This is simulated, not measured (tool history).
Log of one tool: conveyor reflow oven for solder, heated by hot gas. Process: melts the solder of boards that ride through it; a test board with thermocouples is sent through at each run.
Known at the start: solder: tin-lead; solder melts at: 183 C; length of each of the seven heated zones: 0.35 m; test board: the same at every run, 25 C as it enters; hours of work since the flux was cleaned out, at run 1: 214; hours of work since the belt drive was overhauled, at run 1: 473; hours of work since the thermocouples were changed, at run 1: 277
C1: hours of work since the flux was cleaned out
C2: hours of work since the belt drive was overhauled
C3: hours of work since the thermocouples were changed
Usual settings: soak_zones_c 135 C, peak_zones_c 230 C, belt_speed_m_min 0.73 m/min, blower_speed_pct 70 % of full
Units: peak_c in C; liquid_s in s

run 1 hour=0 | soak_zones_c=135 peak_zones_c=230 belt_speed_m_min=0.73 blower_speed_pct=70 | C1=214 C2=473 C3=277 | peak_c=206.9 liquid_s=33.9
run 2 hour=9.3 | soak_zones_c=135 peak_zones_c=230 belt_speed_m_min=0.73 blower_speed_pct=70 | C1=219 C2=478 C3=282 | peak_c=207.1 liquid_s=33.8
run 3 hour=25.9 | soak_zones_c=135 peak_zones_c=230 belt_speed_m_min=0.73 blower_speed_pct=70 | C1=227 C2=486 C3=290 | peak_c=207 liquid_s=33.7
run 4 hour=37.6 | soak_zones_c=135 peak_zones_c=230 belt_speed_m_min=0.73 blower_speed_pct=70 | C1=233 C2=492 C3=296 | peak_c=207 liquid_s=33.9
run 5 hour=49.4 | soak_zones_c=135 peak_zones_c=230 belt_speed_m_min=0.748 blower_speed_pct=70 | C1=239 C2=498 C3=302 | peak_c=205.6 liquid_s=32.9
run 6 hour=59.4 | soak_zones_c=135 peak_zones_c=230 belt_speed_m_min=0.748 blower_speed_pct=58 | C1=244 C2=503 C3=307 | peak_c=203 liquid_s=29.7
run 7 hour=69.7 | soak_zones_c=135 peak_zones_c=230 belt_speed_m_min=0.748 blower_speed_pct=58 | C1=249 C2=508 C3=312 | peak_c=203.1 liquid_s=28.5
run 8 hour=78.6 | soak_zones_c=135 peak_zones_c=222 belt_speed_m_min=0.73 blower_speed_pct=70 | C1=254 C2=513 C3=317 | peak_c=199.8 liquid_s=27.6
run 9 hour=90.1 | soak_zones_c=135 peak_zones_c=230 belt_speed_m_min=0.73 blower_speed_pct=70 | C1=260 C2=519 C3=322 | peak_c=206.6 liquid_s=33.5
run 10 hour=103.5 | soak_zones_c=133 peak_zones_c=230 belt_speed_m_min=0.73 blower_speed_pct=70 | C1=266 C2=525 C3=329 | peak_c=205.7 liquid_s=33.1
run 11 hour=119.7 | soak_zones_c=133 peak_zones_c=230 belt_speed_m_min=0.73 blower_speed_pct=55 | C1=275 C2=534 C3=337 | peak_c=202.4 liquid_s=29
run 12 hour=131.4 | soak_zones_c=135 peak_zones_c=230 belt_speed_m_min=0.73 blower_speed_pct=70 | C1=280 C2=539 C3=343 | peak_c=205.8 liquid_s=33.5
run 13 hour=148.4 | soak_zones_c=135 peak_zones_c=230 belt_speed_m_min=0.73 blower_speed_pct=70 | C1=289 C2=548 C3=352 | peak_c=206 liquid_s=33.6
run 14 hour=165.4 | soak_zones_c=135 peak_zones_c=230 belt_speed_m_min=0.73 blower_speed_pct=87 | C1=298 C2=557 C3=360 | peak_c=209.4 liquid_s=36.9
run 15 hour=176.1 | soak_zones_c=135 peak_zones_c=230 belt_speed_m_min=0.71 blower_speed_pct=70 | C1=303 C2=562 C3=366 | peak_c=207 liquid_s=35.1
run 16 hour=185.6 | soak_zones_c=135 peak_zones_c=230 belt_speed_m_min=0.73 blower_speed_pct=70 | C1=308 C2=567 C3=370 | peak_c=205.9 liquid_s=32.7
-- hour=192.2 flux residue cleaned out of gas plates and filters
run 17 hour=206.4 | soak_zones_c=135 peak_zones_c=230 belt_speed_m_min=0.73 blower_speed_pct=70 | C1=7 C2=575 C3=378 | peak_c=204.5 liquid_s=32.3
run 18 hour=223.4 | soak_zones_c=135 peak_zones_c=230 belt_speed_m_min=0.73 blower_speed_pct=70 | C1=16 C2=583 C3=387 | peak_c=205 liquid_s=32.6
run 19 hour=232.9 | soak_zones_c=135 peak_zones_c=219 belt_speed_m_min=0.637 blower_speed_pct=62 | C1=20 C2=588 C3=392 | peak_c=199 liquid_s=31.5
run 20 hour=241.6 | soak_zones_c=143 peak_zones_c=219 belt_speed_m_min=0.633 blower_speed_pct=62 | C1=25 C2=592 C3=396 | peak_c=200.4 liquid_s=36
run 21 hour=253 | soak_zones_c=143 peak_zones_c=228 belt_speed_m_min=0.79 blower_speed_pct=70 | C1=31 C2=598 C3=402 | peak_c=202.7 liquid_s=28.4

The next listed run, before its measurement:
run 22 hour=262.6 | soak_zones_c=143 peak_zones_c=223 belt_speed_m_min=0.79 blower_speed_pct=70 | C1=35 C2=603 C3=407 | peak_c=? liquid_s=?

{"run 22": {"peak_c": 198.1, "liquid_s": 25}}
Without the tool's hidden state the same run would have given peak_c 203.3 C, liquid_s 30.8 s.
